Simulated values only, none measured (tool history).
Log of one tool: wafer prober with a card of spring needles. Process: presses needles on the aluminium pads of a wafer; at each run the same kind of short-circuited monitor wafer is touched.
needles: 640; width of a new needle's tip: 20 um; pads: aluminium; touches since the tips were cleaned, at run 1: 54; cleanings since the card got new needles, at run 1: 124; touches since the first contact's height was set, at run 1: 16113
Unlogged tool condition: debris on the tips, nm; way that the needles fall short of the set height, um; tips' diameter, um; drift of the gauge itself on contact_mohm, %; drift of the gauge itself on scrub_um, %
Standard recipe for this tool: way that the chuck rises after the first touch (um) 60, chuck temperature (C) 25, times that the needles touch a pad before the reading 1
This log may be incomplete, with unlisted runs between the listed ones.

run   hour  way that the chuck rises after the first touch (um)  chuck temperature (C)  times that the needles touch a pad before the reading  touches since the tips were cleaned  cleanings since the card got new needles  touches since the first contact's height was set  resistance of one needle with its contact and lead (mohm)  way that a needle slides on the pad (um)
  1      0                                                   60                     25                                                      1                                   54                                       124                                             16113                                                        285                                     10.89
      10.1  -- tips cleaned on abrasive film
        21  -- tips cleaned on abrasive film
  2   27.5                                                   60                     25                                                      1                                 1391                                       126                                             21907                                                        492                                     10.94
      31.4  -- tips cleaned on abrasive film
      42.5  -- tips cleaned on abrasive film
  3   42.6                                                   60                     25                                                      1                                   29                                       128                                             25067                                                        283                                      10.8
      52.7  -- tips cleaned on abrasive film
      63.3  -- tips cleaned on abrasive film
      72.6  -- tips cleaned on abrasive film
  4   79.3                                                   69                     25                                                      1                                 1415                                       131                                             32776                                                        445                                      12.5
      83.8  -- tips cleaned on abrasive film
      93.5  -- tips cleaned on abrasive film
  5  102.3                                                   69                     25                                                      2                                 1858                                       133                                             37610                                                        387                                     12.45
     104.6  -- tips cleaned on abrasive film
     115.4  -- tips cleaned on abrasive film
  6  118.7                                                   69                     25                                                      2                                  705                                       135                                             41053                                                        323                                     12.44
       125  -- tips cleaned on abrasive film
     135.6  -- tips cleaned on abrasive film
     145.9  -- tips cleaned on abrasive film
     155.9  -- tips cleaned on abrasive film
  7  155.9                                                   60                     25                                                      1                                    0                                       139                                             48862                                                        280                                     10.79
     166.5  -- tips cleaned on abrasive film
     176.1  -- tips cleaned on abrasive film
  8  181.4                                                   60                     85                                                      1                                 1111                                       141                                             54217                                                        452                                     10.73
     185.9  -- tips cleaned on abrasive film
     195.3  -- tips cleaned on abrasive film
     204.9  -- tips cleaned on abrasive film
  9  204.9                                                   60                     85                                                      1                                    0                                       144                                             59145                                                        289                                      10.7
     215.8  -- tips cleaned on abrasive film
     226.9  -- tips cleaned on abrasive film
       237  -- tips cleaned on abrasive film
 10    237                                                   60                     85                                                      1                                    0                                       147                                             65896                                                        293                                     10.69
       246  -- tips cleaned on abrasive film
     256.3  -- tips cleaned on abrasive film
 11  261.5                                                   60                     25                                                      1                                 1093                                       149                                             71040                                                        470                                     10.66
     265.6  -- tips cleaned on abrasive film
     275.6  -- tips cleaned on abrasive film
 12  284.5                                                   60                     25                                                      1                                 1877                                       151                                             75874                                                        543                                     10.66
     286.8  -- tips cleaned on abrasive film
     297.9  -- tips cleaned on abrasive film
     308.9  -- tips cleaned on abrasive film
 13  316.1                                                   60                     25                                                      1                                 1518                                       154                                             82514                                                        531                                     10.61
     318.4  -- tips cleaned on abrasive film
     327.4  -- tips cleaned on abrasive film
     337.4  -- tips cleaned on abrasive film
 14  345.9                                                   62                     25                                                      3                                 1800                                       157                                             88769                                                        353                                     10.93
     348.2  -- tips cleaned on abrasive film
     359.1  -- tips cleaned on abrasive film
 15  365.2                                                   58                     91                                                      1                                 1286                                       159                                             92821                                                        511                                     10.21
     369.7  -- tips cleaned on abrasive film
     380.7  -- tips cleaned on abrasive film
     390.5  -- tips cleaned on abrasive film
 16  394.5                                                   54                     94                                                      3                                  858                                       162                                             98986                                                        354                                      9.45
     400.3  -- tips cleaned on abrasive film
       411  -- tips cleaned on abrasive film
     421.8  -- tips cleaned on abrasive film
 17  428.2                                                   60                     30                                                      1                                 1342                                       165                                            106054                                                        524                                     10.52
     432.7  -- tips cleaned on abrasive film
     443.5  -- tips cleaned on abrasive film
 18  448.4                                                   54                     30                                                      2                                 1052                                       167                                            110317                                                        407                                      9.39
     454.6  -- tips cleaned on abrasive film
     465.8  -- tips cleaned on abrasive film
       477  -- tips cleaned on abrasive film
 19    482                                                   52                    119                                                      2                                 1060                                       170                                            117370                                                        437                                      9.03
     486.1  -- tips cleaned on abrasive film
     495.1  -- tips cleaned on abrasive film
 20  502.9                                                   78                    119                                                      2                                 1649                                       172                                            121759                                                        370                                     13.67
     504.9  -- tips cleaned on abrasive film
     515.6  -- tips cleaned on abrasive film
     526.2  -- tips cleaned on abrasive film
 21  529.8                                                   60                    112                                                      1                                  748                                       175                                            127395                                                        437                                      10.4
     536.5  -- tips cleaned on abrasive film
     546.7  -- tips cleaned on abrasive film
       553  -- height of the first contact set anew
     556.9  -- tips cleaned on abrasive film
     566.7  -- tips cleaned on abrasive film
 22  566.7                                                   60                    112                                                      1                                    0                                       179                                              2856                                                        306                                     10.95
     577.8  -- tips cleaned on abrasive film
     588.8  -- tips cleaned on abrasive film
 23  594.9                                                   78                     32                                                      2                                 1299                                       181                                              8789                                                        346                                     14.17

Here are 5 independent what-if runs from the current tool condition. What would each one return?
     599.4  -- tips cleaned on abrasive film
     610.2  -- tips cleaned on abrasive film
     620.8  -- tips cleaned on abrasive film
     631.1  -- tips cleaned on abrasive film
  A  631.5                                                   77                     25                                                      1                                   89                                       185                                             16476                                                          ?                                         ?
     599.4  -- tips cleaned on abrasive film
     610.2  -- tips cleaned on abrasive film
     620.8  -- tips cleaned on abrasive film
     631.1  -- tips cleaned on abrasive film
  B  631.5                                                   78                     83                                                      2                                   89                                       185                                             16476                                                          ?                                         ?
     599.4  -- tips cleaned on abrasive film
     610.2  -- tips cleaned on abrasive film
     620.8  -- tips cleaned on abrasive film
     631.1  -- tips cleaned on abrasive film
  C  631.5                                                   78                     32                                                      1                                   89                                       185                                             16476                                                          ?                                         ?
     599.4  -- tips cleaned on abrasive film
     610.2  -- tips cleaned on abrasive film
     620.8  -- tips cleaned on abrasive film
     631.1  -- tips cleaned on abrasive film
  D  631.5                                                   49                     85                                                      3                                   89                                       185                                             16476                                                          ?                                         ?
     599.4  -- tips cleaned on abrasive film
     610.2  -- tips cleaned on abrasive film
     620.8  -- tips cleaned on abrasive film
     631.1  -- tips cleaned on abrasive film
  E  631.5                                                   80                     32                                                      2                                   89                                       185                                             16476                                                          ?                                         ?

run  resistance of one needle with its contact and lead (mohm)  way that a needle slides on the pad (um)
  A                                                        283                                     13.97
  B                                                        288                                      14.2
  C                                                        284                                     14.22
  D                                                        304                                      8.88
  E                                                        275                                     14.59
Without the tool's hidden state the same runs would have given:
run  resistance of one needle with its contact and lead (mohm)  way that a needle slides on the pad (um)
  A                                                        251                                     14.04
  B                                                        270                                     14.27
  C                                                        252                                      14.3
  D                                                        277                                      8.96
  E                                                        256                                     14.66

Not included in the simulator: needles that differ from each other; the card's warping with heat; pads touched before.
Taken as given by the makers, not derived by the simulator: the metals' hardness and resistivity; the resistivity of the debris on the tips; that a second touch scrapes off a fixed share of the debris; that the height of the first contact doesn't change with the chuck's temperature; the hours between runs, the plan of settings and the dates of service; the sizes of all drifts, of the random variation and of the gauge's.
